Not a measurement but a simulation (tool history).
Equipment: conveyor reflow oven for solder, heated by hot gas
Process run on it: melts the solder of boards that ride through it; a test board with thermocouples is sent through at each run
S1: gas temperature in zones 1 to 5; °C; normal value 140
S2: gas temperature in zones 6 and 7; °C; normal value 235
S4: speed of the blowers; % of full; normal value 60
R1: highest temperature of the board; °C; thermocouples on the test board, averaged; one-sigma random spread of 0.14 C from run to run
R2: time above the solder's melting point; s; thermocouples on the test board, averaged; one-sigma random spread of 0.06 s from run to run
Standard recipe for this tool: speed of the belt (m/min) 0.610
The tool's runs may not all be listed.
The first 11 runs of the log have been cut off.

run 12 day=2.929 | S1=140 S2=235 speed_of_the_belt_(m/min)=0.610 S4=60 | R1=218.5 R2=53.49
run 13 day=3.108 | S1=140 S2=235 speed_of_the_belt_(m/min)=0.610 S4=60 | R1=218.5 R2=53.45
run 14 day=3.350 | S1=140 S2=235 speed_of_the_belt_(m/min)=0.610 S4=60 | R1=218.6 R2=53.44
-- day=3.546 belt drive overhauled, speed set with a stopwatch
run 15 day=3.721 | S1=140 S2=235 speed_of_the_belt_(m/min)=0.610 S4=60 | R1=218.4 R2=53.41
run 16 day=3.904 | S1=154 S2=235 speed_of_the_belt_(m/min)=0.610 S4=60 | R1=220.7 R2=60.00
run 17 day=4.108 | S1=146 S2=235 speed_of_the_belt_(m/min)=0.540 S4=60 | R1=222.5 R2=66.18
-- day=4.462 belt drive overhauled, speed set with a stopwatch, once more
run 18 day=4.529 | S1=140 S2=235 speed_of_the_belt_(m/min)=0.610 S4=60 | R1=218.4 R2=53.43
run 19 day=4.717 | S1=131 S2=230 speed_of_the_belt_(m/min)=0.528 S4=55 | R1=215.5 R2=57.17
run 20 day=4.967 | S1=131 S2=230 speed_of_the_belt_(m/min)=0.528 S4=55 | R1=215.5 R2=57.07
run 21 day=5.275 | S1=131 S2=230 speed_of_the_belt_(m/min)=0.613 S4=55 | R1=210.8 R2=44.51
run 22 day=5.625 | S1=127 S2=227 speed_of_the_belt_(m/min)=0.610 S4=60 | R1=209.1 R2=42.22
run 23 day=5.921 | S1=137 S2=227 speed_of_the_belt_(m/min)=0.713 S4=56 | R1=204.6 R2=33.73
run 24 day=6.158 | S1=128 S2=235 speed_of_the_belt_(m/min)=0.610 S4=77 | R1=219.8 R2=51.40
run 25 day=6.392 | S1=128 S2=235 speed_of_the_belt_(m/min)=0.610 S4=77 | R1=219.7 R2=51.44
run 26 day=6.771 | S1=140 S2=235 speed_of_the_belt_(m/min)=0.563 S4=58 | R1=220.1 R2=59.47
run 27 day=7.096 | S1=133 S2=234 speed_of_the_belt_(m/min)=0.710 S4=60 | R1=210.8 R2=38.08
run 28 day=7.433 | S1=136 S2=229 speed_of_the_belt_(m/min)=0.536 S4=57 | R1=214.9 R2=57.55
run 29 day=7.738 | S1=136 S2=229 speed_of_the_belt_(m/min)=0.536 S4=57 | R1=215.1 R2=57.50
run 30 day=7.971 | S1=136 S2=229 speed_of_the_belt_(m/min)=0.536 S4=57 | R1=215.0 R2=57.60

Consider 3 possible next runs. They are alternatives, not a sequence: every one starts from the tool as it was left by run 30. What does each give?
run A day=8.162 | S1=139 S2=229 speed_of_the_belt_(m/min)=0.536 S4=57 | R1=? R2=?
run B day=8.162 | S1=140 S2=235 speed_of_the_belt_(m/min)=0.503 S4=60 | R1=? R2=?
run C day=8.162 | S1=140 S2=236 speed_of_the_belt_(m/min)=0.610 S4=60 | R1=? R2=?

run=A R1=215.2 R2=58.95
run=B R1=223.1 R2=69.43
run=C R1=218.8 R2=53.69
Had the tool no hidden state, the same runs would have come out as:
run=A R1=217.9 R2=61.05
run=B R1=225.8 R2=71.08
run=C R1=221.7 R2=55.52
